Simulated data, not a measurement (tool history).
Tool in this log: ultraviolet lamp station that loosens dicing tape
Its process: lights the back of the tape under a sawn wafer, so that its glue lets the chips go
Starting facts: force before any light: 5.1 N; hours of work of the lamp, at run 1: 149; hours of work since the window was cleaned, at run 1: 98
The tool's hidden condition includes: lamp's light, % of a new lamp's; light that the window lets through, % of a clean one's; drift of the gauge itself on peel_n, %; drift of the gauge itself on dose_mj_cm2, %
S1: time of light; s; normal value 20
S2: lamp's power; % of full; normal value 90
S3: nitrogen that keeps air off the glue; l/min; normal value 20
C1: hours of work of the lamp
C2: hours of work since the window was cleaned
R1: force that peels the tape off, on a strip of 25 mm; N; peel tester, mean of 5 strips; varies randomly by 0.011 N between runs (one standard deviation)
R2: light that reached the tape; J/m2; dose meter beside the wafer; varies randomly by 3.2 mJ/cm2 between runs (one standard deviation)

Run 1, hour 0.0: usual settings; C1 149; C2 98. Result: R1 0.524 N, R2 4700 J/m2.
Run 2, hour 12.2: usual settings; C1 159; C2 107. Result: R1 0.550 N, R2 4720 J/m2.
Run 3, hour 31.7: usual settings but S3 8 l/min; C1 174; C2 122. Result: R1 0.918 N, R2 4610 J/m2.
Run 4, hour 43.9: usual settings but S3 8 l/min; C1 183; C2 132. Result: R1 0.936 N, R2 4650 J/m2.
Run 5, hour 52.8: usual settings but S3 8 l/min; C1 190; C2 139. Result: R1 0.921 N, R2 4670 J/m2.
Run 6, hour 69.1: usual settings but S3 8 l/min; C1 203; C2 152. Result: R1 0.981 N, R2 4580 J/m2.
Run 7, hour 84.0: usual settings but S3 8 l/min; C1 215; C2 163. Result: R1 0.954 N, R2 4570 J/m2.
Run 8, hour 97.4: usual settings but S2 92 % of full; C1 225; C2 174. Result: R1 0.563 N, R2 4650 J/m2.
Run 9, hour 112.3: usual settings but S2 92 % of full; C1 237; C2 186. Result: R1 0.578 N, R2 4610 J/m2.
Run 10, hour 126.3: usual settings but S2 92 % of full; C1 248; C2 196. Result: R1 0.578 N, R2 4520 J/m2.
Run 11, hour 139.7: usual settings but S2 92 % of full; C1 258; C2 207. Result: R1 0.607 N, R2 4530 J/m2.
Run 12, hour 153.8: usual settings but S2 92 % of full; C1 269; C2 218. Result: R1 0.588 N, R2 4500 J/m2.
Run 13, hour 163.7: usual settings but S2 92 % of full; C1 277; C2 226. Result: R1 0.613 N, R2 4440 J/m2.
Run 14, hour 179.0: usual settings but S2 97 % of full; C1 289; C2 238. Result: R1 0.592 N, R2 4700 J/m2.
Run 15, hour 189.6: usual settings; C1 297; C2 246. Result: R1 0.664 N, R2 4390 J/m2.
Run 16, hour 200.5: usual settings; C1 306; C2 254. Result: R1 0.637 N, R2 4320 J/m2.
Run 17, hour 215.4: usual settings; C1 317; C2 266. Result: R1 0.645 N, R2 4310 J/m2.
At hour 221.2: window cleaned of glue's vapour.
Run 18, hour 226.2: usual settings; C1 325; C2 4. Result: R1 0.513 N, R2 4860 J/m2.
Run 19, hour 245.4: usual settings but S2 72 % of full; C1 340; C2 19. Result: R1 0.780 N, R2 3790 J/m2.
Run 20, hour 256.5: usual settings but S2 72 % of full; C1 349; C2 28. Result: R1 0.801 N, R2 3780 J/m2.
Run 21, hour 268.3: usual settings but S2 91 % of full; C1 358; C2 37. Result: R1 0.530 N, R2 4750 J/m2.
Run 22, hour 285.4: usual settings but S1 27 s, S2 99 % of full; C1 372; C2 50. Result: R1 0.253 N, R2 7050 J/m2.
Run 23, hour 295.3: usual settings but S1 27 s, S2 83 % of full, S3 9 l/min; C1 379; C2 58. Result: R1 0.591 N, R2 5780 J/m2.
Run 24, hour 314.0: usual settings but S1 25 s, S3 12 l/min; C1 394; C2 73. Result: R1 0.496 N, R2 5820 J/m2.
Run 25, hour 331.6: usual settings but S1 25 s, S3 12 l/min; C1 408; C2 86. Result: R1 0.513 N, R2 5780 J/m2.
Run 26, hour 343.1: usual settings but S2 64 % of full, S3 8 l/min; C1 417; C2 95. Result: R1 1.410 N, R2 3260 J/m2.
Run 27, hour 354.9: usual settings but S2 64 % of full, S3 8 l/min; C1 426; C2 104. Result: R1 1.463 N, R2 3220 J/m2.
Run 28, hour 363.9: usual settings but S2 64 % of full, S3 8 l/min; C1 433; C2 112. Result: R1 1.493 N, R2 3210 J/m2.
Run 29, hour 379.1: usual settings but S2 82 % of full, S3 27 l/min; C1 445; C2 123. Result: R1 0.617 N, R2 4100 J/m2.
Run 30, hour 399.7: usual settings but S1 14 s, S2 82 % of full, S3 8 l/min; C1 461; C2 140. Result: R1 1.713 N, R2 2830 J/m2.
Run 31, hour 411.2: usual settings but S1 14 s, S2 82 % of full, S3 8 l/min; C1 470; C2 148. Result: R1 1.766 N, R2 2800 J/m2.
Run 32, hour 421.7: usual settings but S1 14 s, S2 82 % of full, S3 8 l/min; C1 478; C2 157. Result: R1 1.739 N, R2 2780 J/m2.
Run 33, hour 441.2: usual settings but S1 14 s, S2 70 % of full, S3 22 l/min; C1 493; C2 172. Result: R1 1.462 N, R2 2380 J/m2.
Run 34, hour 453.9: usual settings but S1 17 s, S2 70 % of full, S3 9 l/min; C1 503; C2 182. Result: R1 1.675 N, R2 2890 J/m2.
Run 35, hour 474.5: usual settings but S1 21 s; C1 520; C2 198. Result: R1 0.603 N, R2 4540 J/m2.
Run 36, hour 489.3: usual settings but S1 21 s; C1 531; C2 210. Result: R1 0.609 N, R2 4510 J/m2.
Run 37, hour 504.4: usual settings but S1 22 s, S2 61 % of full, S3 25 l/min; C1 543; C2 221. Result: R1 1.015 N, R2 3170 J/m2.
Run 38, hour 524.9: usual settings but S1 25 s; C1 559; C2 237. Result: R1 0.447 N, R2 5280 J/m2.
Run 39, hour 535.0: usual settings but S2 85 % of full, S3 17 l/min; C1 567; C2 245. Result: R1 0.806 N, R2 3940 J/m2.
Run 40, hour 552.2: usual settings but S1 24 s, S2 72 % of full; C1 580; C2 259. Result: R1 0.748 N, R2 3960 J/m2.
Run 41, hour 562.9: usual settings but S2 65 % of full, S3 28 l/min; C1 589; C2 267. Result: R1 1.035 N, R2 2990 J/m2.
At hour 567.2: window cleaned of glue's vapour.
Run 42, hour 572.3: usual settings but S2 65 % of full, S3 28 l/min; C1 596; C2 4. Result: R1 0.852 N, R2 3320 J/m2.

Below are 4 alternative next runs, each starting from the tool's condition after run 42. Predict each:
Run A, hour 586.5: usual settings but S2 85 % of full, S3 23 l/min; C1 607; C2 15. Result: R1 ?, R2 ?.
Run B, hour 586.5: usual settings but S1 14 s, S2 68 % of full, S3 37 l/min; C1 607; C2 15. Result: R1 ?, R2 ?.
Run C, hour 586.5: usual settings but S3 13 l/min; C1 607; C2 15. Result: R1 ?, R2 ?.
Run D, hour 586.5: usual settings but S1 11 s, S2 69 % of full; C1 607; C2 15. Result: R1 ?, R2 ?.

run     R1    R2
  A  0.616  4330
  B  1.274  2410
  C  0.711  4570
  D  1.977  1920
Without the tool's hidden state the same runs would have given:
run     R1    R2
  A  0.516  4760
  B  1.118  2650
  C  0.600  5030
  D  1.800  2120
